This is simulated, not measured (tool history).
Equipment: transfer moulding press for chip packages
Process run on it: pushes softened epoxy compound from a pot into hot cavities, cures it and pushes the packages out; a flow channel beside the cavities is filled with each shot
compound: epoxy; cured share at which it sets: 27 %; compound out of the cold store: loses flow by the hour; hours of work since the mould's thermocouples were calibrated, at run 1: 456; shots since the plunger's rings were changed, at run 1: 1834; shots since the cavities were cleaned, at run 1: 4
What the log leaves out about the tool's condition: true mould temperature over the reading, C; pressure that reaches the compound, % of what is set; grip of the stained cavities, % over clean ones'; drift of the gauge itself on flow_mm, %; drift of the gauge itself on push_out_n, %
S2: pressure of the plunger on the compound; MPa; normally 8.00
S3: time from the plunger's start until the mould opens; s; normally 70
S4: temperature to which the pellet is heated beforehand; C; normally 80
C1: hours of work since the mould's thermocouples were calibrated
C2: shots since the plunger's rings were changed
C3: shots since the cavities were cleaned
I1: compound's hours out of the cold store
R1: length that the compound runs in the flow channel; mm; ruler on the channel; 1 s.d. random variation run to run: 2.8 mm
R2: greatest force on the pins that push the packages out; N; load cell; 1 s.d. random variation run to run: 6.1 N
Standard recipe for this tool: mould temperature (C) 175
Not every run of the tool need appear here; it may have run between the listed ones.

run 1 day=0.000 | mould_temperature_(C)=175 S2=8.00 S3=70 S4=80 | C1=456 C2=1834 C3=4 | I1=22.9 | R1=519 R2=253
run 2 day=0.800 | mould_temperature_(C)=177 S2=8.00 S3=70 S4=80 | C1=466 C2=2077 C3=247 | I1=22.0 | R1=515 R2=349
-- day=1.454 mould's thermocouples calibrated
run 3 day=2.304 | mould_temperature_(C)=175 S2=7.57 S3=70 S4=80 | C1=11 C2=2509 C3=679 | I1=38.0 | R1=479 R2=452
-- day=2.850 cavities cleaned with cleaning compound and waxed
run 4 day=3.904 | mould_temperature_(C)=175 S2=8.00 S3=70 S4=80 | C1=30 C2=2975 C3=319 | I1=36.5 | R1=493 R2=380
run 5 day=5.425 | mould_temperature_(C)=175 S2=8.00 S3=70 S4=80 | C1=49 C2=3438 C3=782 | I1=26.9 | R1=505 R2=496
-- day=5.617 cavities cleaned with cleaning compound and waxed
run 6 day=6.204 | mould_temperature_(C)=175 S2=8.00 S3=70 S4=80 | C1=58 C2=3656 C3=180 | I1=41.6 | R1=483 R2=326
run 7 day=7.558 | mould_temperature_(C)=175 S2=8.00 S3=70 S4=80 | C1=75 C2=4067 C3=591 | I1=22.4 | R1=509 R2=465
-- day=8.446 cavities cleaned with cleaning compound and waxed
run 8 day=8.758 | mould_temperature_(C)=175 S2=8.00 S3=70 S4=80 | C1=89 C2=4412 C3=94 | I1=39.0 | R1=477 R2=294
run 9 day=10.275 | mould_temperature_(C)=175 S2=8.00 S3=70 S4=80 | C1=108 C2=4873 C3=555 | I1=31.3 | R1=495 R2=444
-- day=11.129 plunger's sealing rings changed
run 10 day=11.129 | mould_temperature_(C)=175 S2=8.00 S3=70 S4=80 | C1=118 C2=0 C3=783 | I1=10.4 | R1=548 R2=516
-- day=11.308 cavities cleaned with cleaning compound and waxed
run 11 day=12.546 | mould_temperature_(C)=175 S2=8.00 S3=70 S4=80 | C1=135 C2=411 C3=376 | I1=28.7 | R1=519 R2=421
run 12 day=13.767 | mould_temperature_(C)=175 S2=8.00 S3=71 S4=80 | C1=150 C2=781 C3=746 | I1=23.6 | R1=526 R2=491
-- day=14.133 cavities cleaned with cleaning compound and waxed
run 13 day=15.188 | mould_temperature_(C)=175 S2=8.00 S3=71 S4=80 | C1=167 C2=1194 C3=320 | I1=11.6 | R1=541 R2=405
run 14 day=16.367 | mould_temperature_(C)=175 S2=8.00 S3=70 S4=80 | C1=182 C2=1553 C3=679 | I1=26.0 | R1=522 R2=495
-- day=16.946 cavities cleaned with cleaning compound and waxed
run 15 day=17.754 | mould_temperature_(C)=167 S2=8.75 S3=90 S4=80 | C1=199 C2=1955 C3=245 | I1=47.9 | R1=519 R2=370
run 16 day=18.583 | mould_temperature_(C)=182 S2=7.72 S3=70 S4=80 | C1=209 C2=2207 C3=497 | I1=28.6 | R1=481 R2=340
-- day=19.775 cavities cleaned with cleaning compound and waxed
run 17 day=19.825 | mould_temperature_(C)=175 S2=8.64 S3=70 S4=80 | C1=224 C2=2565 C3=15 | I1=19.5 | R1=541 R2=252
run 18 day=21.308 | mould_temperature_(C)=175 S2=7.04 S3=104 S4=87 | C1=242 C2=3016 C3=466 | I1=13.1 | R1=497 R2=302
run 19 day=22.088 | mould_temperature_(C)=169 S2=7.04 S3=86 S4=87 | C1=252 C2=3252 C3=702 | I1=14.4 | R1=507 R2=460
-- day=22.533 cavities cleaned with cleaning compound and waxed
run 20 day=23.621 | mould_temperature_(C)=175 S2=6.48 S3=70 S4=80 | C1=271 C2=3699 C3=331 | I1=11.8 | R1=473 R2=436
run 21 day=24.829 | mould_temperature_(C)=171 S2=6.48 S3=81 S4=80 | C1=286 C2=4066 C3=698 | I1=22.5 | R1=461 R2=460
-- day=25.383 cavities cleaned with cleaning compound and waxed
run 22 day=26.492 | mould_temperature_(C)=171 S2=7.97 S3=68 S4=80 | C1=306 C2=4552 C3=337 | I1=43.6 | R1=480 R2=596
run 23 day=27.588 | mould_temperature_(C)=171 S2=7.97 S3=68 S4=80 | C1=320 C2=4885 C3=670 | I1=26.0 | R1=505 R2=704
-- day=28.221 cavities cleaned with cleaning compound and waxed
-- day=28.521 plunger's sealing rings changed
run 24 day=28.996 | mould_temperature_(C)=171 S2=7.97 S3=68 S4=80 | C1=335 C2=145 C3=204 | I1=26.8 | R1=528 R2=544
run 25 day=29.733 | mould_temperature_(C)=176 S2=6.63 S3=106 S4=77 | C1=344 C2=368 C3=427 | I1=47.3 | R1=444 R2=317
run 26 day=30.462 | mould_temperature_(C)=176 S2=6.63 S3=80 S4=77 | C1=354 C2=591 C3=650 | I1=27.5 | R1=468 R2=374
-- day=31.158 cavities cleaned with cleaning compound and waxed
run 27 day=31.258 | mould_temperature_(C)=170 S2=7.11 S3=54 S4=82 | C1=363 C2=813 C3=30 | I1=8.9 | R1=523 R2=678

What if the next run were any one of these 5? Each begins from the tool's condition after run 27:
run A day=32.350 | mould_temperature_(C)=167 S2=8.39 S3=54 S4=90 | C1=377 C2=1145 C3=362 | I1=43.1 | R1=? R2=?
run B day=32.350 | mould_temperature_(C)=172 S2=8.00 S3=71 S4=82 | C1=377 C2=1145 C3=362 | I1=41.4 | R1=? R2=?
run C day=32.350 | mould_temperature_(C)=170 S2=7.11 S3=54 S4=71 | C1=377 C2=1145 C3=362 | I1=31.3 | R1=? R2=?
run D day=32.350 | mould_temperature_(C)=181 S2=7.95 S3=65 S4=80 | C1=377 C2=1145 C3=362 | I1=38.5 | R1=? R2=?
run E day=32.350 | mould_temperature_(C)=175 S2=7.11 S3=82 S4=85 | C1=377 C2=1145 C3=362 | I1=14.6 | R1=? R2=?

run=A R1=516 R2=1167
run=B R1=495 R2=491
run=C R1=486 R2=1119
run=D R1=482 R2=338
run=E R1=500 R2=332
With no hidden state in the tool, these same runs would have given:
run=A R1=523 R2=623
run=B R1=501 R2=258
run=C R1=492 R2=599
run=D R1=488 R2=180
run=E R1=507 R2=179

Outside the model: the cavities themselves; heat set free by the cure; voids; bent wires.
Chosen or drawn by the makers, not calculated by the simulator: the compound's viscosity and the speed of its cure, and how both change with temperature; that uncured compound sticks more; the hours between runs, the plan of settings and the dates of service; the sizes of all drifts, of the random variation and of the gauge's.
